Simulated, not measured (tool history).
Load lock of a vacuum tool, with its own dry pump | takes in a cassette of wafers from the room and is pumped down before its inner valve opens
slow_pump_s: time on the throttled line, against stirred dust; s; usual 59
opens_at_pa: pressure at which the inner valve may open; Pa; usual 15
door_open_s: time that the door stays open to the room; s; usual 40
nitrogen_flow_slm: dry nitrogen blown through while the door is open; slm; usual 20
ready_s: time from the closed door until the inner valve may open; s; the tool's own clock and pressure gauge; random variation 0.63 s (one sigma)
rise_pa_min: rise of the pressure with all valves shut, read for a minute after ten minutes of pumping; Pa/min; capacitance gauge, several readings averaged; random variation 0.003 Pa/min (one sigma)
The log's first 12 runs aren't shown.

| run | day | slow_pump_s | opens_at_pa | door_open_s | nitrogen_flow_slm | hours that the pump has run since its overhaul | times that the door has closed on its seal | incoming humidity of the room's air, % | ready_s | rise_pa_min |
|---|---|---|---|---|---|---|---|---|---|---|
| 13 | 209.304 | 59 | 15 | 40 | 20 | 7155 | 49651 | 44.0 | 91.9 | 0.021 |
| 14 | 220.733 | 59 | 15 | 40 | 20 | 7429 | 50234 | 45.8 | 92.1 | 0.016 |
| 15 | 231.438 | 59 | 15 | 40 | 20 | 7686 | 50780 | 50.0 | 92.5 | 0.018 |
| 16 | 244.146 | 59 | 15 | 40 | 20 | 7991 | 51428 | 47.3 | 91.0 | 0.016 |
| 17 | 264.408 | 59 | 15 | 40 | 20 | 8477 | 52461 | 44.9 | 91.4 | 0.022 |
| 18 | 280.304 | 59 | 11 | 40 | 20 | 8859 | 53272 | 44.9 | 93.1 | 0.017 |
| 19 | 295.100 | 59 | 11 | 40 | 20 | 9214 | 54026 | 46.3 | 93.0 | 0.014 |
| 20 | 308.854 | 32 | 23 | 223 | 20 | 9544 | 54728 | 46.8 | 67.2 | 0.024 |
| 21 | 328.954 | 49 | 23 | 67 | 7 | 10026 | 55753 | 42.5 | 80.6 | 0.030 |
| 22 | 344.921 | 59 | 15 | 28 | 17 | 10410 | 56567 | 48.9 | 91.5 | 0.018 |
| 23 | 357.804 | 55 | 12 | 168 | 11 | 10719 | 57224 | 44.0 | 89.8 | 0.034 |
| 24 | 371.162 | 55 | 12 | 168 | 11 | 11039 | 57905 | 47.6 | 89.1 | 0.035 |
| 25 | 395.692 | 55 | 12 | 168 | 11 | 11628 | 59156 | 49.2 | 89.4 | 0.040 |
| 26 | 411.412 | 55 | 12 | 168 | 11 | 12005 | 59958 | 41.3 | 90.0 | 0.030 |
| 27 | 425.162 | 98 | 12 | 43 | 11 | 12335 | 60659 | 48.9 | 124.1 | 0.022 |
| 28 | 438.654 | 89 | 21 | 27 | 5 | 12659 | 61347 | 45.3 | 116.0 | 0.028 |
| 29 | 456.533 | 89 | 21 | 27 | 5 | 13088 | 62259 | 42.7 | 114.6 | 0.026 |
| 30 | 471.292 | 89 | 21 | 27 | 5 | 13443 | 63011 | 47.5 | 115.1 | 0.031 |
| 31 | 489.850 | 43 | 22 | 175 | 7 | 13888 | 63958 | 46.1 | 76.6 | 0.042 |
| 32 | 511.246 | 43 | 22 | 175 | 7 | 14401 | 65049 | 47.4 | 76.4 | 0.047 |
|  | 529.983 | door's seal changed, seat wiped |
| 33 | 535.775 | 40 | 14 | 70 | 20 | 14989 | 296 | 43.5 | 75.6 | 0.019 |
| 34 | 551.392 | 87 | 15 | 40 | 11 | 15363 | 1092 | 46.0 | 114.8 | 0.017 |
| 35 | 570.858 | 81 | 15 | 58 | 20 | 15831 | 2085 | 44.9 | 111.4 | 0.019 |

Forecast run 36:
|  | 579.738 | dry pump taken out, an overhauled one fitted |
| 36 | 595.612 | 81 | 15 | 58 | 20 | 381 | 3334 | 44.6 | ? | ? |

Run 36 gave ready_s 110.8 s, rise_pa_min 0.010 Pa/min.
Without the tool's hidden state the same run would have given ready_s 110.8 s, rise_pa_min 0.010 Pa/min.

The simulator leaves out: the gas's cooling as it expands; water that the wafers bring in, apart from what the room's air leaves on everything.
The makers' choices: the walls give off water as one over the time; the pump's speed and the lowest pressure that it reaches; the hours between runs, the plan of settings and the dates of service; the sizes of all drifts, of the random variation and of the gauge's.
